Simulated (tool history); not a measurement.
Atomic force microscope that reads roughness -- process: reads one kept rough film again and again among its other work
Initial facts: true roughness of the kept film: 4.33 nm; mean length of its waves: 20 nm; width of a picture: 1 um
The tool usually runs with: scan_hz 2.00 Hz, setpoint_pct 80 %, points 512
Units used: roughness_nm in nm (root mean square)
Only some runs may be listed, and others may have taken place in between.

run 1 hour=0.0 | scan_hz=2.00 setpoint_pct=80 points=512 | roughness_nm=2.870
run 2 hour=53.3 | scan_hz=2.00 setpoint_pct=71 points=512 | roughness_nm=2.430
-- hour=104.7 new tip fitted
run 3 hour=122.6 | scan_hz=2.00 setpoint_pct=71 points=512 | roughness_nm=3.034
run 4 hour=153.6 | scan_hz=2.00 setpoint_pct=71 points=512 | roughness_nm=2.637
run 5 hour=210.3 | scan_hz=2.00 setpoint_pct=71 points=512 | roughness_nm=2.147
-- hour=227.1 new tip fitted
run 6 hour=261.1 | scan_hz=2.00 setpoint_pct=71 points=512 | roughness_nm=2.797
run 7 hour=324.4 | scan_hz=2.00 setpoint_pct=80 points=512 | roughness_nm=2.096
-- hour=349.0 new tip fitted
run 8 hour=385.4 | scan_hz=2.00 setpoint_pct=80 points=885 | roughness_nm=2.650
run 9 hour=448.8 | scan_hz=2.00 setpoint_pct=80 points=885 | roughness_nm=2.053
-- hour=474.2 new tip fitted
run 10 hour=518.6 | scan_hz=2.00 setpoint_pct=80 points=885 | roughness_nm=2.542
run 11 hour=575.0 | scan_hz=2.00 setpoint_pct=80 points=512 | roughness_nm=2.045
-- hour=596.1 new tip fitted
run 12 hour=632.6 | scan_hz=2.00 setpoint_pct=80 points=512 | roughness_nm=2.592
run 13 hour=700.0 | scan_hz=2.00 setpoint_pct=80 points=512 | roughness_nm=2.012
-- hour=720.6 new tip fitted
run 14 hour=759.9 | scan_hz=2.00 setpoint_pct=80 points=512 | roughness_nm=2.598
run 15 hour=819.9 | scan_hz=2.00 setpoint_pct=80 points=512 | roughness_nm=2.044
-- hour=845.0 new tip fitted
run 16 hour=869.2 | scan_hz=2.00 setpoint_pct=80 points=535 | roughness_nm=2.842
run 17 hour=941.9 | scan_hz=3.19 setpoint_pct=80 points=512 | roughness_nm=1.941
-- hour=967.0 new tip fitted
run 18 hour=1004.6 | scan_hz=3.19 setpoint_pct=80 points=512 | roughness_nm=2.483
run 19 hour=1055.3 | scan_hz=3.19 setpoint_pct=80 points=512 | roughness_nm=1.984
-- hour=1092.6 new tip fitted
run 20 hour=1092.6 | scan_hz=2.00 setpoint_pct=80 points=512 | roughness_nm=3.162
run 21 hour=1163.1 | scan_hz=2.00 setpoint_pct=80 points=512 | roughness_nm=2.347
run 22 hour=1202.5 | scan_hz=0.55 setpoint_pct=80 points=913 | roughness_nm=2.260
-- hour=1214.8 new tip fitted
run 23 hour=1270.6 | scan_hz=3.81 setpoint_pct=85 points=322 | roughness_nm=2.060
run 24 hour=1311.7 | scan_hz=3.55 setpoint_pct=81 points=328 | roughness_nm=1.835
-- hour=1336.4 new tip fitted
run 25 hour=1348.5 | scan_hz=1.41 setpoint_pct=83 points=659 | roughness_nm=3.073
run 26 hour=1402.7 | scan_hz=1.41 setpoint_pct=83 points=659 | roughness_nm=2.390
run 27 hour=1445.3 | scan_hz=0.64 setpoint_pct=85 points=659 | roughness_nm=2.155
-- hour=1458.9 new tip fitted
run 28 hour=1499.3 | scan_hz=0.64 setpoint_pct=85 points=659 | roughness_nm=2.806
-- hour=1510.8 height scale calibrated on a step standard
run 29 hour=1534.2 | scan_hz=0.70 setpoint_pct=85 points=711 | roughness_nm=2.385
run 30 hour=1569.4 | scan_hz=2.00 setpoint_pct=78 points=571 | roughness_nm=1.980
-- hour=1586.2 new tip fitted
run 31 hour=1624.7 | scan_hz=2.00 setpoint_pct=78 points=571 | roughness_nm=2.587
run 32 hour=1697.9 | scan_hz=2.06 setpoint_pct=78 points=571 | roughness_nm=1.975
-- hour=1707.8 new tip fitted
run 33 hour=1752.6 | scan_hz=2.00 setpoint_pct=84 points=793 | roughness_nm=2.469
run 34 hour=1795.3 | scan_hz=2.00 setpoint_pct=84 points=793 | roughness_nm=2.106
-- hour=1829.2 new tip fitted
run 35 hour=1840.8 | scan_hz=2.00 setpoint_pct=84 points=793 | roughness_nm=2.863
run 36 hour=1875.7 | scan_hz=3.20 setpoint_pct=75 points=933 | roughness_nm=2.466
run 37 hour=1906.9 | scan_hz=0.83 setpoint_pct=81 points=512 | roughness_nm=2.399
-- hour=1951.3 new tip fitted
run 38 hour=1959.1 | scan_hz=0.83 setpoint_pct=81 points=512 | roughness_nm=3.198
run 39 hour=2028.4 | scan_hz=0.83 setpoint_pct=74 points=280 | roughness_nm=2.370
-- hour=2072.4 new tip fitted
run 40 hour=2081.7 | scan_hz=1.47 setpoint_pct=67 points=633 | roughness_nm=3.251
run 41 hour=2155.0 | scan_hz=1.47 setpoint_pct=67 points=633 | roughness_nm=2.349

Results for each run, recomputed without the tool's hidden state and with each run's random variation untouched:
Hidden state at play: radius of the tip, nm; height scale over the true one, %; drift of the gauge itself on roughness_nm, %.
run=1 roughness_nm=3.124
run=2 roughness_nm=3.282
run=3 roughness_nm=3.270
run=4 roughness_nm=3.265
run=5 roughness_nm=3.257
run=6 roughness_nm=3.256
run=7 roughness_nm=3.106
run=8 roughness_nm=3.152
run=9 roughness_nm=3.131
run=10 roughness_nm=3.138
run=11 roughness_nm=3.111
run=12 roughness_nm=3.108
run=13 roughness_nm=3.114
run=14 roughness_nm=3.112
run=15 roughness_nm=3.114
run=16 roughness_nm=3.130
run=17 roughness_nm=2.912
run=18 roughness_nm=2.933
run=19 roughness_nm=2.907
run=20 roughness_nm=3.114
run=21 roughness_nm=3.122
run=22 roughness_nm=3.446
run=23 roughness_nm=2.638
run=24 roughness_nm=2.775
run=25 roughness_nm=3.210
run=26 roughness_nm=3.197
run=27 roughness_nm=3.360
run=28 roughness_nm=3.334
run=29 roughness_nm=3.329
run=30 roughness_nm=3.144
run=31 roughness_nm=3.160
run=32 roughness_nm=3.167
run=33 roughness_nm=3.050
run=34 roughness_nm=3.047
run=35 roughness_nm=3.042
run=36 roughness_nm=3.071
run=37 roughness_nm=3.346
run=38 roughness_nm=3.361
run=39 roughness_nm=3.312
run=40 roughness_nm=3.393
run=41 roughness_nm=3.378

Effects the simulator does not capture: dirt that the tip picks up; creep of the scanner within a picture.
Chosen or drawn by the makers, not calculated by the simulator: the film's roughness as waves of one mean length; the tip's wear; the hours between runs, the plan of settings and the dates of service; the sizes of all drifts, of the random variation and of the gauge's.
